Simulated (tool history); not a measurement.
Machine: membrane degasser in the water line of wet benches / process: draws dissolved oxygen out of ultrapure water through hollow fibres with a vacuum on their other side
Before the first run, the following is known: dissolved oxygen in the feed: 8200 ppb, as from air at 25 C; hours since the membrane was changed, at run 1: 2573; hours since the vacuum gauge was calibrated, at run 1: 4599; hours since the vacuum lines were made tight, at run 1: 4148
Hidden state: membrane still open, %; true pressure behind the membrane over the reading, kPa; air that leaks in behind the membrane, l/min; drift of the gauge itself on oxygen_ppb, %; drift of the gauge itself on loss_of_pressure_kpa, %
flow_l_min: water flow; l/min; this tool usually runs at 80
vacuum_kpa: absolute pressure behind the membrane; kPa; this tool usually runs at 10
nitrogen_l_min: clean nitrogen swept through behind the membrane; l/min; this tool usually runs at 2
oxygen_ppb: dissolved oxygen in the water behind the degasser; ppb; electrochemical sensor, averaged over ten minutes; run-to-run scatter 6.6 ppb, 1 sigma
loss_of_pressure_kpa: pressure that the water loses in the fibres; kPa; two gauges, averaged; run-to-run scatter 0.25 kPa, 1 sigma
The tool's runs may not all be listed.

run,hour,flow_l_min,vacuum_kpa,nitrogen_l_min,hours since the membrane was changed,hours since the vacuum gauge was calibrated,hours since the vacuum lines were made tight,oxygen_ppb,loss_of_pressure_kpa
1,0,80,10,2,2573,4599,4148,713.9,69.47
2,39.4,80,10,2,2612,4638,4188,694.7,70.51
3,111.4,80,10,2.77,2684,4710,4260,583.8,70.23
4,153.4,80,10,2.77,2726,4752,4302,579,70.16
5,218.8,80,10,5.71,2792,4817,4367,386,70.3
6,278.2,80,10,5.71,2851,4877,4427,384.4,70.55
7,332.5,80,10,5.71,2906,4931,4481,396.4,70.46
8,416.9,80,10,5.71,2990,5016,4565,390,70.03
9,472.3,80,10,5.71,3045,5071,4621,381.8,70.43
10,543.9,80,10,5.71,3117,5143,4692,396.3,69.87
11,615.2,80,21.8,5.71,3188,5214,4764,731.2,69.97
12,687.5,80,21.8,5.71,3261,5286,4836,736.7,70.36
13,732.3,80,21.8,5.71,3305,5331,4881,732.2,70.81
# hour 784.8: vacuum gauge calibrated
14,803.8,80,10,2,3376,19,4952,668.5,70.58
15,876.1,80,10,2,3449,91,5024,667.9,70.46
16,917.5,80,10,2,3490,133,5065,686.9,70.69
17,960.9,97,10,5.15,3533,176,5109,532.9,85.41
18,1012.2,97,8.9,0.96,3585,227,5160,1047.7,85.9
19,1065.8,97,8.9,0.96,3638,281,5214,1052.7,85.84
20,1105.3,52,9.7,2,3678,320,5253,406.7,46.08
21,1184.3,52,9.7,2,3757,400,5332,411.7,45.77
22,1230.7,115,16.6,2.07,3803,446,5379,1499.6,101.86
23,1273.5,56,6.2,3.46,3846,489,5421,180.6,49.75
24,1327.6,112,14.3,2.33,3900,543,5476,1241.2,99.1
# hour 1390.9: seals of the vacuum lines changed
25,1397.9,113,18.2,1.11,3968,611,7,2188.3,99.98
26,1449.5,113,18.2,1.11,4020,663,59,2178,100.04
27,1498.9,106,10,4.49,4069,712,108,636.2,93.4
28,1556.1,106,22.9,4.49,4127,769,165,1182.5,93.54
29,1621.9,54,24.9,3.2,4192,835,231,819.3,48.15
30,1665.9,80,6.4,3.24,4236,879,275,339.3,71.09
31,1733.2,82,6.9,2.59,4304,946,342,419,72.68
32,1814.8,82,13.2,2.59,4385,1028,424,801.5,72.07

4 options for the next run, each taken on its own from the tool as it stands now. Forecast them:
A,1885.8,80,14,3.92,4456,1099,495,?,?
B,1885.8,66,7.2,0.86,4456,1099,495,?,?
C,1885.8,80,11.9,2,4456,1099,495,?,?
D,1885.8,56,13.2,2.03,4456,1099,495,?,?

run,oxygen_ppb,loss_of_pressure_kpa
A,617.3,71.01
B,605.4,58.52
C,814,71.02
D,609,49.7
Stripped of hidden state, with their random variation kept, the same runs would have yielded:
run,oxygen_ppb,loss_of_pressure_kpa
A,594,68.6
B,581.4,56.54
C,788.5,68.61
D,595,48.02

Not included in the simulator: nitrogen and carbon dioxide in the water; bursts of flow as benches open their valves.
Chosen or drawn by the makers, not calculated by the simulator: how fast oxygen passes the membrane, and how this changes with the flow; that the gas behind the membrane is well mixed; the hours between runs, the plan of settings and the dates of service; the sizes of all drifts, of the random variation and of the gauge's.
